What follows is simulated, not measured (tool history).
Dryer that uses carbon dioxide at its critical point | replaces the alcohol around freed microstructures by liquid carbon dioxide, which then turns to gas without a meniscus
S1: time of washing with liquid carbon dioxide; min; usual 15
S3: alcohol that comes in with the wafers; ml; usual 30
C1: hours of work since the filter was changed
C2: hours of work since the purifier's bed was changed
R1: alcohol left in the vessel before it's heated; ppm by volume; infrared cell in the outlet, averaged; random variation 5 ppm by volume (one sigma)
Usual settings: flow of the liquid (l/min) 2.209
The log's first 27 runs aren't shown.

run 28 day=13.642 | S1=19 flow_of_the_liquid_(l/min)=1.67 S3=71 | C1=37 C2=403 | R1=59
run 29 day=14.296 | S1=15 flow_of_the_liquid_(l/min)=1.5 S3=95 | C1=44 C2=409 | R1=290
run 30 day=15.025 | S1=15 flow_of_the_liquid_(l/min)=1.5 S3=95 | C1=51 C2=417 | R1=289
run 31 day=15.746 | S1=15 flow_of_the_liquid_(l/min)=1.5 S3=95 | C1=59 C2=424 | R1=305
run 32 day=16.404 | S1=15 flow_of_the_liquid_(l/min)=1.5 S3=95 | C1=65 C2=431 | R1=304
run 33 day=16.712 | S1=15 flow_of_the_liquid_(l/min)=1.5 S3=95 | C1=69 C2=434 | R1=298
run 34 day=17.321 | S1=15 flow_of_the_liquid_(l/min)=3.08 S3=46 | C1=75 C2=440 | R1=38
run 35 day=17.775 | S1=16 flow_of_the_liquid_(l/min)=2.209 S3=33 | C1=79 C2=445 | R1=41

The next listed run, before its measurement:
run 36 day=18.292 | S1=15 flow_of_the_liquid_(l/min)=1.66 S3=104 | C1=85 C2=450 | R1=?

{"run 36": {"R1": 208}}
Without the tool's hidden state the same run would have given R1 160 ppm by volume.

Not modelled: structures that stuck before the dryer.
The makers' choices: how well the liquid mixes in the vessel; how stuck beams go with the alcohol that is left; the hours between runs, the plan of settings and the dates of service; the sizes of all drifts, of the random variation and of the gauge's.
